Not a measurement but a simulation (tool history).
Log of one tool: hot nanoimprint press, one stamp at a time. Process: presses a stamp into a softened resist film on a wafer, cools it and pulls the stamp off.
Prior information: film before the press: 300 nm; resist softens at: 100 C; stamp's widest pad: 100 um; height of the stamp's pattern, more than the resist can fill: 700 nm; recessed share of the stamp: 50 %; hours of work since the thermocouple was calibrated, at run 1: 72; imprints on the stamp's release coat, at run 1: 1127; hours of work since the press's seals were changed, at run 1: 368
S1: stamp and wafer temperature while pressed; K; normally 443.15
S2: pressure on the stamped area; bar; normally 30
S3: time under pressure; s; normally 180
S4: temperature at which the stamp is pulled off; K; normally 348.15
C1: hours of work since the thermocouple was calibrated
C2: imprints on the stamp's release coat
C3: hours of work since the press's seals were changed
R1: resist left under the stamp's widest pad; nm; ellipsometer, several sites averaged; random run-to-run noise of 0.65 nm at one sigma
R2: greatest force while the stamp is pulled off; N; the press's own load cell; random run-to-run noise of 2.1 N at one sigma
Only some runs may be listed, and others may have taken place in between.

run 1 hour=0 | S1=443.15 S2=30 S3=180 S4=348.15 | C1=72 C2=1127 C3=368 | R1=150.3 R2=126
run 2 hour=19.3 | S1=443.15 S2=27.7 S3=180 S4=348.15 | C1=82 C2=1184 C3=378 | R1=155.6 R2=132
run 3 hour=36.7 | S1=443.15 S2=30 S3=180 S4=348.15 | C1=90 C2=1236 C3=387 | R1=152.2 R2=130
run 4 hour=51.8 | S1=443.15 S2=38.1 S3=180 S4=348.15 | C1=98 C2=1281 C3=395 | R1=138.1 R2=137
run 5 hour=65 | S1=443.15 S2=30 S3=318 S4=348.15 | C1=105 C2=1320 C3=401 | R1=121.8 R2=131
run 6 hour=85 | S1=449.15 S2=30 S3=318 S4=348.15 | C1=115 C2=1380 C3=411 | R1=91 R2=133
run 7 hour=99.4 | S1=449.15 S2=30 S3=318 S4=348.15 | C1=122 C2=1423 C3=419 | R1=92.8 R2=135
run 8 hour=120.2 | S1=449.15 S2=30 S3=318 S4=348.15 | C1=133 C2=1484 C3=429 | R1=92.3 R2=141
-- hour=130.5 stamp cleaned and given a new release coat
run 9 hour=141.3 | S1=443.15 S2=30 S3=180 S4=348.15 | C1=140 C2=32 C3=437 | R1=152.4 R2=96
run 10 hour=157 | S1=443.15 S2=30 S3=180 S4=348.15 | C1=148 C2=79 C3=445 | R1=153 R2=96
run 11 hour=165.7 | S1=443.15 S2=30 S3=180 S4=348.15 | C1=152 C2=105 C3=449 | R1=153.1 R2=101
run 12 hour=181.5 | S1=443.15 S2=30 S3=180 S4=348.15 | C1=160 C2=152 C3=457 | R1=154.1 R2=96
run 13 hour=190.8 | S1=443.15 S2=30 S3=180 S4=348.15 | C1=165 C2=180 C3=462 | R1=153.5 R2=97
run 14 hour=206.3 | S1=443.15 S2=30 S3=258 S4=348.15 | C1=173 C2=226 C3=469 | R1=135.3 R2=104
run 15 hour=226.7 | S1=443.15 S2=30 S3=180 S4=348.15 | C1=183 C2=286 C3=480 | R1=154.5 R2=106
run 16 hour=240.4 | S1=443.15 S2=30 S3=180 S4=348.15 | C1=190 C2=327 C3=487 | R1=155.7 R2=104
run 17 hour=257.5 | S1=443.15 S2=37.2 S3=272 S4=343.15 | C1=199 C2=378 C3=495 | R1=120.5 R2=113
run 18 hour=277.9 | S1=442.15 S2=37.2 S3=272 S4=353.15 | C1=209 C2=439 C3=505 | R1=128.1 R2=100
run 19 hour=297 | S1=433.15 S2=30 S3=108 S4=348.15 | C1=219 C2=496 C3=515 | R1=250.2 R2=108
run 20 hour=308.3 | S1=433.15 S2=30 S3=108 S4=348.15 | C1=224 C2=529 C3=521 | R1=249.3 R2=114
run 21 hour=323.9 | S1=433.15 S2=30 S3=108 S4=348.15 | C1=232 C2=576 C3=529 | R1=250.2 R2=110
run 22 hour=337.8 | S1=433.15 S2=30 S3=108 S4=348.15 | C1=239 C2=617 C3=536 | R1=248.8 R2=114
run 23 hour=348.5 | S1=452.15 S2=23.1 S3=163 S4=341.15 | C1=245 C2=649 C3=541 | R1=123.2 R2=122
run 24 hour=364.7 | S1=431.15 S2=27.2 S3=163 S4=345.15 | C1=253 C2=697 C3=549 | R1=248.6 R2=117
run 25 hour=381.3 | S1=431.15 S2=27.2 S3=163 S4=345.15 | C1=261 C2=747 C3=558 | R1=247.9 R2=121
run 26 hour=400.5 | S1=431.15 S2=27.2 S3=163 S4=345.15 | C1=271 C2=804 C3=567 | R1=246.7 R2=129
run 27 hour=417.2 | S1=436.15 S2=27 S3=163 S4=345.15 | C1=279 C2=853 C3=576 | R1=217.1 R2=124
run 28 hour=434.3 | S1=440.15 S2=42.6 S3=133 S4=348.15 | C1=288 C2=904 C3=584 | R1=175 R2=123
-- hour=456.8 press's hydraulic seals changed and the load cell set to zero
-- hour=460.8 plate thermocouple calibrated
run 29 hour=462.9 | S1=436.15 S2=18.8 S3=167 S4=352.15 | C1=1 C2=957 C3=2 | R1=225.7 R2=109
run 30 hour=478.1 | S1=436.15 S2=18.8 S3=167 S4=352.15 | C1=9 C2=1002 C3=9 | R1=227.2 R2=115

Measured result minus the same run's result without the hidden state. Both carry the same run-to-run variation, though not necessarily the same gauge scatter:
Hidden conditions of the tool in this case: true temperature over the reading, C; pressure that arrives at the usual setting, %; grip of the stamp's worn release coat, % over a new coat's; drift of the gauge itself on residual_nm, %; drift of the gauge itself on pull_off_n, %.
run=1 R1=+3.8 R2=+31
run=2 R1=+4.1 R2=+34
run=3 R1=+4.4 R2=+34
run=4 R1=+4.9 R2=+37
run=5 R1=+4.3 R2=+36
run=6 R1=+3.5 R2=+38
run=7 R1=+3.6 R2=+40
run=8 R1=+3.8 R2=+43
run=9 R1=+5.8 R2=+1
run=10 R1=+6 R2=+3
run=11 R1=+6.1 R2=+3
run=12 R1=+6.4 R2=+5
run=13 R1=+6.5 R2=+5
run=14 R1=+6.3 R2=+7
run=15 R1=+7 R2=+9
run=16 R1=+7.2 R2=+10
run=17 R1=+7 R2=+12
run=18 R1=+7.7 R2=+12
run=19 R1=+6.7 R2=+14
run=20 R1=+6.8 R2=+16
run=21 R1=+7 R2=+16
run=22 R1=+7.1 R2=+18
run=23 R1=+6.6 R2=+20
run=24 R1=+7.5 R2=+20
run=25 R1=+7.8 R2=+22
run=26 R1=+8 R2=+25
run=27 R1=+9.9 R2=+26
run=28 R1=+12 R2=+27
run=29 R1=-0.3 R2=+23
run=30 R1=+0 R2=+26
